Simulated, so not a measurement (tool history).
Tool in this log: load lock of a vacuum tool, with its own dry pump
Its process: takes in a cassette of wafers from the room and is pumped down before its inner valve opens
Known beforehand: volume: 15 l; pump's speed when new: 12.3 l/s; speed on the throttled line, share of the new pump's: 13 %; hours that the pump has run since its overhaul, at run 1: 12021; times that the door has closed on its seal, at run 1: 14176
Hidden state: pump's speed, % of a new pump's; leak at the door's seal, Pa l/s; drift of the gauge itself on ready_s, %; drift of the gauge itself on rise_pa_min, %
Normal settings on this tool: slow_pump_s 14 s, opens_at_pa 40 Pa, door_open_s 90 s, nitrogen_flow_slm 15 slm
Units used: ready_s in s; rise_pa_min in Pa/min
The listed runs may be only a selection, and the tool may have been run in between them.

run    hour  slow_pump_s  opens_at_pa  door_open_s  nitrogen_flow_slm  hours that the pump has run since its overhaul  times that the door has closed on its seal  incoming humidity of the room's air, %  ready_s  rise_pa_min
  1     0.0           14           40           90                 15                                           12021                                       14176                                    47.8     23.8        0.074
  2   169.4           14           40           90                  6                                           12191                                       14754                                    41.2     23.7        0.074
  3   254.5           14           40           90                 15                                           12276                                       15045                                    42.8     24.1        0.070
  4   331.2           14           40           96                 15                                           12352                                       15306                                    42.2     23.9        0.076
  5   496.1           14           40           96                 15                                           12517                                       15869                                    48.0     24.0        0.085
  6   600.2           14           40           96                 15                                           12621                                       16225                                    47.2     24.0        0.076
  7   749.8           14           66           37                 32                                           12771                                       16735                                    43.0     23.3        0.049
  8   856.2           11           40           28                  9                                           12877                                       17098                                    41.8     21.4        0.051
  9   958.7           14           40           90                 25                                           12980                                       17448                                    45.0     23.9        0.068
 10  1066.8           14           67           25                 25                                           13088                                       17817                                    44.6     23.1        0.049

Below are 4 alternative next runs, each starting from the tool's condition after run 10. Predict each:
  A  1231.2           12           75           90                 15                                           13252                                       18379                                    45.5        ?            ?
  B  1231.2           13           34           34                 15                                           13252                                       18379                                    47.2        ?            ?
  C  1231.2           14           30           40                 25                                           13252                                       18379                                    44.5        ?            ?
  D  1231.2           14           67          219                 25                                           13252                                       18379                                    43.6        ?            ?

run  ready_s  rise_pa_min
  A     21.4        0.078
  B     23.3        0.064
  C     24.4        0.053
  D     23.3        0.092
Without the tool's unlogged condition, the same runs would have read:
run  ready_s  rise_pa_min
  A     19.4        0.055
  B     21.1        0.040
  C     22.1        0.029
  D     21.3        0.069
